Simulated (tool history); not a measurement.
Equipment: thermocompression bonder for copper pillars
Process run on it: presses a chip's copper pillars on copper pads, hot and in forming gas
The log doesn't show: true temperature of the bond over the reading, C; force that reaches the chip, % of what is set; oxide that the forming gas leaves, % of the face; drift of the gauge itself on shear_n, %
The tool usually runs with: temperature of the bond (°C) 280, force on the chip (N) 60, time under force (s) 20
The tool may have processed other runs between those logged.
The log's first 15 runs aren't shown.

| run | hour | temperature of the bond (°C) | force on the chip (N) | time under force (s) | hours of work since the heater was calibrated | hours of work since the force cell was calibrated | hours of work since the gas filter was changed | force that shears a chip off (N) |
|---|---|---|---|---|---|---|---|---|
| 16 | 287.8 | 280 | 60 | 20 | 734 | 401 | 145 | 71.5 |
|  | 306.1 | forming gas filter changed |
| 17 | 314.9 | 280 | 78 | 20 | 751 | 418 | 6 | 84 |
| 18 | 327.4 | 280 | 78 | 20 | 759 | 426 | 14 | 84 |
| 19 | 339.1 | 280 | 78 | 20 | 767 | 434 | 21 | 83.8 |
| 20 | 365.2 | 279 | 60 | 20 | 784 | 451 | 38 | 71.1 |
| 21 | 382.3 | 279 | 37 | 10 | 795 | 462 | 49 | 37.4 |
| 22 | 409.4 | 278 | 77 | 14 | 812 | 480 | 67 | 75.7 |
| 23 | 425.5 | 256 | 75 | 12 | 823 | 490 | 77 | 55.3 |
| 24 | 443.2 | 256 | 46 | 12 | 834 | 501 | 89 | 34.7 |
| 25 | 463.4 | 256 | 46 | 40 | 847 | 515 | 102 | 54.6 |
| 26 | 488.3 | 256 | 46 | 40 | 863 | 531 | 118 | 54.2 |
| 27 | 507.3 | 256 | 46 | 40 | 876 | 543 | 130 | 54.8 |
| 28 | 527.6 | 256 | 46 | 40 | 889 | 556 | 144 | 54.6 |
| 29 | 543.5 | 296 | 46 | 40 | 899 | 567 | 154 | 82.6 |
|  | 548.5 | forming gas filter changed |
| 30 | 569.4 | 281 | 56 | 20 | 916 | 583 | 14 | 69.5 |
| 31 | 596.7 | 281 | 56 | 20 | 933 | 601 | 31 | 69.6 |
| 32 | 614.9 | 281 | 46 | 51 | 945 | 613 | 43 | 77.6 |
| 33 | 641.8 | 281 | 46 | 51 | 963 | 630 | 61 | 77.1 |
| 34 | 662.6 | 281 | 46 | 51 | 976 | 643 | 74 | 77 |
| 35 | 676 | 281 | 73 | 51 | 985 | 652 | 83 | 94.8 |
| 36 | 689.4 | 252 | 57 | 59 | 993 | 661 | 91 | 68.9 |
| 37 | 713.3 | 302 | 60 | 11 | 1009 | 676 | 107 | 76 |
| 38 | 733.5 | 265 | 60 | 28 | 1022 | 689 | 120 | 67.3 |
| 39 | 748.1 | 272 | 84 | 36 | 1032 | 699 | 129 | 90.8 |

Below are 3 alternative next runs, each starting from the tool's condition after run 39. Predict each:
| A | 774.8 | 260 | 58 | 44 | 1049 | 716 | 147 | ? |
| B | 774.8 | 296 | 64 | 36 | 1049 | 716 | 147 | ? |
| C | 774.8 | 294 | 38 | 36 | 1049 | 716 | 147 | ? |

| run | force that shears a chip off (N) |
|---|---|
| A | 70.6 |
| B | 93.6 |
| C | 71.2 |
What these runs would have given with no unlogged condition in the tool:
| run | force that shears a chip off (N) |
|---|---|
| A | 70.5 |
| B | 93.6 |
| C | 71.1 |

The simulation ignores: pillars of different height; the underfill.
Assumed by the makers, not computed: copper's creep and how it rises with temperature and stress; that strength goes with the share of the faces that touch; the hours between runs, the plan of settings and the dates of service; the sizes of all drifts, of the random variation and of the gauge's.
